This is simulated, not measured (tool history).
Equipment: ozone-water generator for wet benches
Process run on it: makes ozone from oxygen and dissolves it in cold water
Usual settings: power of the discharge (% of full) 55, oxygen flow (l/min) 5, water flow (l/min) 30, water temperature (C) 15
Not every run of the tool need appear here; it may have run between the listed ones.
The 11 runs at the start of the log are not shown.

run,hour,power of the discharge (% of full),oxygen flow (l/min),water flow (l/min),water temperature (C),dissolved ozone (ppm),ozone in the gas ahead of the water (g/m3)
12,271.2,55,5.04,30,15,10.7,157.7
13,293.3,55,5.04,30,15,10.4,159.2
14,307.3,42,5.04,30,15,9.1,137
15,330.4,55,4.39,30,15,10.4,167.5
16,348.7,55,4.39,30,15,10.2,166
17,369.9,55,4.39,30,15,10.4,166.7
18,384.6,55,5.24,39,10,9,154.1
19,416.1,75,5,30,14,12.8,190.1
20,430.6,75,5,30,14,12.8,189.8
21,450.7,87,7.13,22,16,18,175.6
22,477.8,87,7.13,22,16,18.2,174.9
23,492.5,57,7.79,47,16,7.8,130.7
24,520.7,57,7.79,47,16,8.2,130.3
25,549.9,46,7.79,47,21,6.6,115.2
26,572.2,46,7.79,47,21,6.7,116.1
27,587,46,7.79,47,21,6.6,116

The next listed run, before its measurement:
28,619.6,43,7.79,47,8,?,?

dissolved ozone (ppm): 7.2
ozone in the gas ahead of the water (g/m3): 111.2
The same run, on a tool lacking any hidden state, would have yielded dissolved ozone (ppm) 7.2, ozone in the gas ahead of the water (g/m3) 111.2.
